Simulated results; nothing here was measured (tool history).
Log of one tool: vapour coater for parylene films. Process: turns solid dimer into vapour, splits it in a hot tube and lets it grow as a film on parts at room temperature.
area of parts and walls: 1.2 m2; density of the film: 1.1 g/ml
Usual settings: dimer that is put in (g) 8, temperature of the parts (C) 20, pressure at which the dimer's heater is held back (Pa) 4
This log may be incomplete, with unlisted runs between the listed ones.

run   hour  dimer that is put in (g)  temperature of the parts (C)  pressure at which the dimer's heater is held back (Pa)  thickness of the film (nm)
  1      0                         8                            20                                                       4                        3430
  2   16.5                         8                            20                                                     5.9                        3260
  3   31.1                         8                            20                                                     5.9                        3270
  4   49.8                         8                            18                                                       4                        3710
  5   62.8                         8                            20                                                    5.73                        3320
  6   72.5                         8                            20                                                    5.73                        3300
  7   88.4                         8                            28                                                       4                        2330
  8   98.1                         8                            28                                                       4                        2340
  9  110.3                         8                            21                                                       4                        3300
 10  122.9                         8                            21                                                       4                        3300

Taken out of this log: 1 entry between the listed runs. Where each belongs, and how the hidden state differs across it:
After run 8, before run 9: trap's valve overhauled (hour 103.6)
  vapour lost through the trap's worn valve, %: 0.6 -> 0
